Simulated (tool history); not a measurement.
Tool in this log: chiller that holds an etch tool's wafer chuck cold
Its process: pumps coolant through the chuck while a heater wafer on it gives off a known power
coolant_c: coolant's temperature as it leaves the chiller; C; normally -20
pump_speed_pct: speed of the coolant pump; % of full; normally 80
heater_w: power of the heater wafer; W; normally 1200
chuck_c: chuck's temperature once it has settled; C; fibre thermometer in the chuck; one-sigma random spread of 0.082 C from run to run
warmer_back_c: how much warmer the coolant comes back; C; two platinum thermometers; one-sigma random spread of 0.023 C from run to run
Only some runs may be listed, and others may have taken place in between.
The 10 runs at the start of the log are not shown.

run,day,coolant_c,pump_speed_pct,heater_w,hours since the coolant was changed and the channels were flushed,hours since the pump was overhauled,hours since the chiller's thermometer was calibrated,chuck_c,warmer_back_c
11,18.371,-20,80,1200,4001,533,1700,-12.91,2.85
12,20.338,-19,80,1200,4048,580,1747,-11.93,2.82
13,21.796,-19,80,1200,4083,615,1782,-11.82,2.84
14,24.679,-19,80,1200,4152,684,1852,-11.88,2.83
15,27.329,-20,80,1200,4216,748,1915,-12.8,2.8
16,29.8,-20,80,1200,4275,807,1975,-12.91,2.85
17,31.112,-20,80,1200,4307,839,2006,-13.17,2.82
18,32.867,-21,80,1235,4349,881,2048,-13.82,2.96
19,34.979,-13,75,1313,4400,931,2099,-4.86,3.29
20,36.596,-20,66,1200,4439,970,2138,-11.97,3.42
21,38,-24,100,1109,4472,1004,2171,-18.31,2.1

Run 22 is up next; what results do you expect?
22,39.492,-24,100,719,4508,1040,2207,?,?

{"run 22": {"chuck_c": -20.42, "warmer_back_c": 1.37}}
With no hidden state in the tool, this same run would have given chuck_c -20.2 C, warmer_back_c 1.37 C.
